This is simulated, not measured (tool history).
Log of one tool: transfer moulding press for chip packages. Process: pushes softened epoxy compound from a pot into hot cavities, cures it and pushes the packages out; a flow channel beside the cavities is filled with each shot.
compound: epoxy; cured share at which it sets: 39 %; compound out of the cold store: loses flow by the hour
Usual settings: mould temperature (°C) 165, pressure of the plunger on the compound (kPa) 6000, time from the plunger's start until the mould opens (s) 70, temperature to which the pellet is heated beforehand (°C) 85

run,hour,mould temperature (°C),pressure of the plunger on the compound (kPa),time from the plunger's start until the mould opens (s),temperature to which the pellet is heated beforehand (°C),incoming compound's hours out of the cold store,length that the compound runs in the flow channel (mm),greatest force on the pins that push the packages out (N)
1,0,165,6000,70,85,8.2,934,586
# hour 5.5: cavities cleaned with cleaning compound and waxed
2,40.1,165,6000,70,85,28.8,867,576
# hour 46.4: cavities cleaned with cleaning compound and waxed
3,68.3,165,6000,70,85,19,873,512
# hour 88.6: cavities cleaned with cleaning compound and waxed
# hour 129.5: cavities cleaned with cleaning compound and waxed
4,129.7,158,6000,70,85,23.4,898,628
# hour 172.9: cavities cleaned with cleaning compound and waxed
5,182.8,158,6000,70,85,37.5,829,660
# hour 215.9: cavities cleaned with cleaning compound and waxed
# hour 223.6: plunger's sealing rings changed
6,235.1,165,6000,70,85,18.1,910,475
# hour 259.3: cavities cleaned with cleaning compound and waxed
7,282.5,165,6000,70,85,35.9,853,531
# hour 301.7: cavities cleaned with cleaning compound and waxed
8,327.4,165,6000,70,85,23.6,856,505
# hour 343: cavities cleaned with cleaning compound and waxed
9,357.7,165,6000,70,85,20.4,875,464
# hour 383: cavities cleaned with cleaning compound and waxed
10,404.6,165,6000,91,85,37.6,812,411
# hour 425.9: cavities cleaned with cleaning compound and waxed
11,440.9,165,6000,91,85,24.5,809,398
# hour 448.3: mould's thermocouples calibrated
# hour 465.8: plunger's sealing rings changed
# hour 469.9: cavities cleaned with cleaning compound and waxed
12,500,165,4550,91,85,46,729,464
# hour 511.3: cavities cleaned with cleaning compound and waxed
# hour 551.3: cavities cleaned with cleaning compound and waxed
13,551.3,165,4550,91,85,19.4,775,301
# hour 592: cavities cleaned with cleaning compound and waxed
14,592,170,6030,65,94,10,871,316
# hour 605.5: mould's thermocouples calibrated, once more
15,625.6,170,5310,86,83,39.6,752,451
# hour 637.1: cavities cleaned with cleaning compound and waxed
16,658.2,170,5310,86,83,15.1,781,417
# hour 676.8: cavities cleaned with cleaning compound and waxed
17,702.3,158,5310,86,77,45.2,751,566
# hour 710.6: plunger's sealing rings changed
# hour 718.7: cavities cleaned with cleaning compound and waxed
18,755.9,160,5070,54,85,44.7,788,1320
# hour 760: cavities cleaned with cleaning compound and waxed
# hour 799.3: cavities cleaned with cleaning compound and waxed
19,816.2,164,5380,87,94,8.4,864,411
# hour 839.6: cavities cleaned with cleaning compound and waxed
20,846.2,159,5820,88,84,43.3,819,388
# hour 880.1: cavities cleaned with cleaning compound and waxed
21,881.3,158,5880,70,78,23.9,869,655
# hour 919.9: cavities cleaned with cleaning compound and waxed
22,934.9,160,5500,83,87,47.8,776,459
# hour 954.3: plunger's sealing rings changed
# hour 965.8: cavities cleaned with cleaning compound and waxed
23,984.8,160,6440,83,87,28.6,939,511
# hour 1005.9: cavities cleaned with cleaning compound and waxed
24,1019.1,160,6440,83,87,9.8,959,468
# hour 1046.5: cavities cleaned with cleaning compound and waxed
25,1053.3,164,4860,56,88,45.5,746,641
# hour 1089.4: cavities cleaned with cleaning compound and waxed
26,1097.2,164,4860,56,88,8.5,802,714

Forecast each of these 3 alternatives for the next run:
# hour 1129.6: cavities cleaned with cleaning compound and waxed
A,1155.6,164,5510,77,88,42.5,?,?
# hour 1129.6: cavities cleaned with cleaning compound and waxed
B,1155.6,172,7110,82,88,38.7,?,?
# hour 1129.6: cavities cleaned with cleaning compound and waxed
C,1155.6,165,5310,86,79,22.7,?,?

run,length that the compound runs in the flow channel (mm),greatest force on the pins that push the packages out (N)
A,775,495
B,840,427
C,785,462
Without the tool's hidden state the same runs would have given:
run,length that the compound runs in the flow channel (mm),greatest force on the pins that push the packages out (N)
A,839,342
B,909,287
C,850,315
